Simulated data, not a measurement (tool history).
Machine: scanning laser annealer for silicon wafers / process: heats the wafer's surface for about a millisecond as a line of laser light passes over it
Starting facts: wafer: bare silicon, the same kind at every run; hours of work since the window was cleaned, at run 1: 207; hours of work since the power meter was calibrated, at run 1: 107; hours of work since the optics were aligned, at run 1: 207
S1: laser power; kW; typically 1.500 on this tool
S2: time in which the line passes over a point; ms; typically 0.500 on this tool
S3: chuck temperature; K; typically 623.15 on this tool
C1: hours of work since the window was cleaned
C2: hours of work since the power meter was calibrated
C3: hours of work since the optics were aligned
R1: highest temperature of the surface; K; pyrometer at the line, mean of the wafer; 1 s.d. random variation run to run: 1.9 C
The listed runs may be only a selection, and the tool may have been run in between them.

{"run": 1, "hour": 0.0, "S1": 1.5, "S2": 0.5, "S3": 623.15, "C1": 207, "C2": 107, "C3": 207, "R1": 1395.15}
{"run": 2, "hour": 43.8, "S1": 1.59, "S2": 0.5, "S3": 623.15, "C1": 238, "C2": 139, "C3": 238, "R1": 1455.15}
{"run": 3, "hour": 99.2, "S1": 1.59, "S2": 0.5, "S3": 623.15, "C1": 278, "C2": 179, "C3": 278, "R1": 1452.15}
{"run": 4, "hour": 178.0, "S1": 1.5, "S2": 0.5, "S3": 623.15, "C1": 335, "C2": 236, "C3": 335, "R1": 1394.15}
{"run": 5, "hour": 237.8, "S1": 1.571, "S2": 0.5, "S3": 623.15, "C1": 379, "C2": 279, "C3": 379, "R1": 1439.15}
{"run": 6, "hour": 315.0, "S1": 1.356, "S2": 0.5, "S3": 623.15, "C1": 435, "C2": 335, "C3": 435, "R1": 1307.15}
{"run": 7, "hour": 410.1, "S1": 1.474, "S2": 0.5, "S3": 623.15, "C1": 503, "C2": 404, "C3": 503, "R1": 1379.15}
{"run": 8, "hour": 463.2, "S1": 1.474, "S2": 0.5, "S3": 623.15, "C1": 542, "C2": 443, "C3": 542, "R1": 1380.15}
{"run": 9, "hour": 553.5, "S1": 1.424, "S2": 0.5, "S3": 623.15, "C1": 607, "C2": 508, "C3": 607, "R1": 1345.15}
{"run": 10, "hour": 636.3, "S1": 1.424, "S2": 0.5, "S3": 623.15, "C1": 667, "C2": 568, "C3": 667, "R1": 1347.15}
{"hour": 674.2, "done": "window over the wafer cleaned"}
{"run": 11, "hour": 700.0, "S1": 1.558, "S2": 0.5, "S3": 623.15, "C1": 19, "C2": 612, "C3": 712, "R1": 1431.15}
{"run": 12, "hour": 741.8, "S1": 1.558, "S2": 0.5, "S3": 623.15, "C1": 49, "C2": 643, "C3": 742, "R1": 1434.15}
{"run": 13, "hour": 807.3, "S1": 1.5, "S2": 0.5, "S3": 660.15, "C1": 96, "C2": 690, "C3": 789, "R1": 1430.15}
{"run": 14, "hour": 874.3, "S1": 1.5, "S2": 0.5, "S3": 660.15, "C1": 145, "C2": 739, "C3": 838, "R1": 1437.15}
{"run": 15, "hour": 953.9, "S1": 1.5, "S2": 0.5, "S3": 660.15, "C1": 202, "C2": 796, "C3": 895, "R1": 1436.15}
{"run": 16, "hour": 1029.6, "S1": 1.5, "S2": 0.5, "S3": 623.15, "C1": 257, "C2": 851, "C3": 950, "R1": 1396.15}
{"run": 17, "hour": 1128.5, "S1": 1.5, "S2": 0.5, "S3": 623.15, "C1": 329, "C2": 922, "C3": 1022, "R1": 1396.15}
{"run": 18, "hour": 1229.3, "S1": 1.598, "S2": 0.5, "S3": 623.15, "C1": 402, "C2": 995, "C3": 1095, "R1": 1460.15}
{"run": 19, "hour": 1323.8, "S1": 1.317, "S2": 0.5, "S3": 623.15, "C1": 470, "C2": 1064, "C3": 1163, "R1": 1284.15}
{"run": 20, "hour": 1390.6, "S1": 1.317, "S2": 0.5, "S3": 623.15, "C1": 518, "C2": 1112, "C3": 1211, "R1": 1285.15}
{"run": 21, "hour": 1466.7, "S1": 1.317, "S2": 0.5, "S3": 623.15, "C1": 573, "C2": 1167, "C3": 1266, "R1": 1286.15}
{"run": 22, "hour": 1569.0, "S1": 1.317, "S2": 0.5, "S3": 623.15, "C1": 647, "C2": 1241, "C3": 1340, "R1": 1282.15}
{"hour": 1589.0, "done": "optics aligned, line set to its width"}
{"run": 23, "hour": 1617.9, "S1": 1.5, "S2": 0.369, "S3": 627.15, "C1": 679, "C2": 1273, "C3": 21, "R1": 1283.15}
{"hour": 1639.6, "done": "window over the wafer cleaned"}
{"run": 24, "hour": 1686.5, "S1": 1.517, "S2": 0.528, "S3": 598.15, "C1": 34, "C2": 1321, "C3": 69, "R1": 1407.15}
{"run": 25, "hour": 1774.9, "S1": 1.517, "S2": 0.375, "S3": 598.15, "C1": 98, "C2": 1385, "C3": 133, "R1": 1268.15}
{"run": 26, "hour": 1875.4, "S1": 1.5, "S2": 0.553, "S3": 623.15, "C1": 171, "C2": 1458, "C3": 206, "R1": 1438.15}
{"run": 27, "hour": 1973.0, "S1": 1.5, "S2": 0.553, "S3": 623.15, "C1": 241, "C2": 1528, "C3": 276, "R1": 1439.15}
{"run": 28, "hour": 2040.0, "S1": 1.313, "S2": 0.62, "S3": 650.15, "C1": 290, "C2": 1577, "C3": 325, "R1": 1387.15}
{"run": 29, "hour": 2129.9, "S1": 1.313, "S2": 0.62, "S3": 650.15, "C1": 355, "C2": 1642, "C3": 390, "R1": 1391.15}
{"run": 30, "hour": 2218.0, "S1": 1.313, "S2": 0.62, "S3": 650.15, "C1": 418, "C2": 1706, "C3": 454, "R1": 1390.15}
{"run": 31, "hour": 2277.1, "S1": 1.5, "S2": 0.353, "S3": 646.15, "C1": 461, "C2": 1748, "C3": 496, "R1": 1289.15}
{"run": 32, "hour": 2359.2, "S1": 1.5, "S2": 0.353, "S3": 646.15, "C1": 521, "C2": 1808, "C3": 556, "R1": 1288.15}
{"run": 33, "hour": 2402.7, "S1": 1.5, "S2": 0.353, "S3": 600.15, "C1": 552, "C2": 1839, "C3": 587, "R1": 1241.15}
{"run": 34, "hour": 2479.1, "S1": 1.487, "S2": 0.5, "S3": 623.15, "C1": 607, "C2": 1895, "C3": 643, "R1": 1390.15}
{"run": 35, "hour": 2573.2, "S1": 1.487, "S2": 0.5, "S3": 623.15, "C1": 675, "C2": 1963, "C3": 711, "R1": 1386.15}
{"hour": 2600.1, "done": "window over the wafer cleaned"}
{"run": 36, "hour": 2649.5, "S1": 1.487, "S2": 0.5, "S3": 623.15, "C1": 36, "C2": 2016, "C3": 764, "R1": 1387.15}
{"run": 37, "hour": 2740.0, "S1": 1.487, "S2": 0.5, "S3": 596.15, "C1": 101, "C2": 2082, "C3": 830, "R1": 1363.15}
{"run": 38, "hour": 2790.6, "S1": 1.487, "S2": 0.5, "S3": 596.15, "C1": 138, "C2": 2119, "C3": 867, "R1": 1365.15}
{"run": 39, "hour": 2883.4, "S1": 1.487, "S2": 0.5, "S3": 596.15, "C1": 205, "C2": 2186, "C3": 934, "R1": 1359.15}
{"run": 40, "hour": 2938.8, "S1": 1.57, "S2": 0.617, "S3": 649.15, "C1": 245, "C2": 2226, "C3": 974, "R1": 1565.15}
{"run": 41, "hour": 3001.7, "S1": 1.57, "S2": 0.617, "S3": 649.15, "C1": 291, "C2": 2271, "C3": 1019, "R1": 1565.15}

Each row is a separate what-if for the run after 41, all from the same tool condition, not one after another. Results?
{"run": "A", "hour": 3057.9, "S1": 1.614, "S2": 0.449, "S3": 626.15, "C1": 331, "C2": 2312, "C3": 1060, "R1": "?"}
{"run": "B", "hour": 3057.9, "S1": 1.453, "S2": 0.5, "S3": 652.15, "C1": 331, "C2": 2312, "C3": 1060, "R1": "?"}
{"run": "C", "hour": 3057.9, "S1": 1.57, "S2": 0.617, "S3": 661.15, "C1": 331, "C2": 2312, "C3": 1060, "R1": "?"}
{"run": "D", "hour": 3057.9, "S1": 1.462, "S2": 0.435, "S3": 636.15, "C1": 331, "C2": 2312, "C3": 1060, "R1": "?"}

run=A R1=1425.15
run=B R1=1398.15
run=C R1=1575.15
run=D R1=1327.15
With the hidden condition removed and each run's random variation left untouched, the same runs would have given:
run=A R1=1426.15
run=B R1=1399.15
run=C R1=1576.15
run=D R1=1328.15

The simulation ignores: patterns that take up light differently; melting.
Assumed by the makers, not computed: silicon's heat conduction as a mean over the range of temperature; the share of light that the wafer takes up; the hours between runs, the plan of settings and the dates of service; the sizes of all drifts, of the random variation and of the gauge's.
